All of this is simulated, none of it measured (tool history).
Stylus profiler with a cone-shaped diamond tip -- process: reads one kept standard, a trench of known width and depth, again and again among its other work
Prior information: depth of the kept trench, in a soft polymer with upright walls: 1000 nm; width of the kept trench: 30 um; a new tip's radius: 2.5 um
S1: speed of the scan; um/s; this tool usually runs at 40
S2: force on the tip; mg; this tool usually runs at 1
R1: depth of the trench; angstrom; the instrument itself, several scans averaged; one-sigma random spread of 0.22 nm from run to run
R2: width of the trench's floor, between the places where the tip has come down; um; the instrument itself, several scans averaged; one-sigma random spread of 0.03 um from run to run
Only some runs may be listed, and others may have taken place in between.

{"run": 1, "hour": 0.0, "S1": 40, "S2": 1, "R1": 10023.9, "R2": 24.17}
{"run": 2, "hour": 59.6, "S1": 87, "S2": 1, "R1": 10021.7, "R2": 23.75}
{"run": 3, "hour": 121.4, "S1": 40, "S2": 1, "R1": 10022, "R2": 24.11}
{"run": 4, "hour": 190.1, "S1": 40, "S2": 1, "R1": 10021.8, "R2": 24.04}
{"run": 5, "hour": 238.0, "S1": 40, "S2": 1, "R1": 10017.3, "R2": 24.05}
{"run": 6, "hour": 275.8, "S1": 55, "S2": 1, "R1": 10015, "R2": 23.91}
{"run": 7, "hour": 342.7, "S1": 40, "S2": 1, "R1": 10021.8, "R2": 24}
{"run": 8, "hour": 400.6, "S1": 40, "S2": 1, "R1": 10018.9, "R2": 23.94}
{"run": 9, "hour": 438.5, "S1": 40, "S2": 1, "R1": 10015.7, "R2": 23.89}
{"run": 10, "hour": 506.9, "S1": 53, "S2": 1, "R1": 10013.8, "R2": 23.73}
{"run": 11, "hour": 553.9, "S1": 32, "S2": 1, "R1": 10015, "R2": 23.93}
{"run": 12, "hour": 595.9, "S1": 30, "S2": 0.41, "R1": 9994.5, "R2": 23.82}
{"hour": 622.7, "done": "height scale calibrated on a step standard"}
{"run": 13, "hour": 659.7, "S1": 82, "S2": 2.96, "R1": 10084.2, "R2": 23.75}
{"run": 14, "hour": 707.4, "S1": 82, "S2": 2.96, "R1": 10089.2, "R2": 23.68}
{"hour": 749.6, "done": "new tip fitted, height scale calibrated"}
{"run": 15, "hour": 765.5, "S1": 34, "S2": 1, "R1": 10044.3, "R2": 25.61}
{"run": 16, "hour": 821.4, "S1": 34, "S2": 1, "R1": 10043.2, "R2": 25.58}
{"run": 17, "hour": 854.0, "S1": 20, "S2": 0.4, "R1": 10021, "R2": 25.49}
{"run": 18, "hour": 887.1, "S1": 11, "S2": 1.46, "R1": 10051.8, "R2": 25.75}
{"run": 19, "hour": 944.0, "S1": 46, "S2": 0.36, "R1": 10020, "R2": 25.06}
{"run": 20, "hour": 998.0, "S1": 10, "S2": 2.07, "R1": 10066, "R2": 25.68}
{"run": 21, "hour": 1042.7, "S1": 10, "S2": 2.07, "R1": 10059.1, "R2": 25.61}

Consider 4 possible next runs. They are alternatives, not a sequence: every one starts from the tool as it was left by run 21. What does each give?
{"run": "A", "hour": 1105.7, "S1": 57, "S2": 0.8, "R1": "?", "R2": "?"}
{"run": "B", "hour": 1105.7, "S1": 19, "S2": 1, "R1": "?", "R2": "?"}
{"run": "C", "hour": 1105.7, "S1": 19, "S2": 0.5, "R1": "?", "R2": "?"}
{"run": "D", "hour": 1105.7, "S1": 43, "S2": 0.62, "R1": "?", "R2": "?"}

run=A R1=10030.1 R2=25.09
run=B R1=10035.4 R2=25.47
run=C R1=10019.5 R2=25.4
run=D R1=10025.5 R2=25.16
Take away the tool's hidden state, keep each run's random variation, and the runs would have read:
run=A R1=10034.6 R2=25.42
run=B R1=10039.8 R2=25.8
run=C R1=10023.9 R2=25.73
run=D R1=10030 R2=25.49

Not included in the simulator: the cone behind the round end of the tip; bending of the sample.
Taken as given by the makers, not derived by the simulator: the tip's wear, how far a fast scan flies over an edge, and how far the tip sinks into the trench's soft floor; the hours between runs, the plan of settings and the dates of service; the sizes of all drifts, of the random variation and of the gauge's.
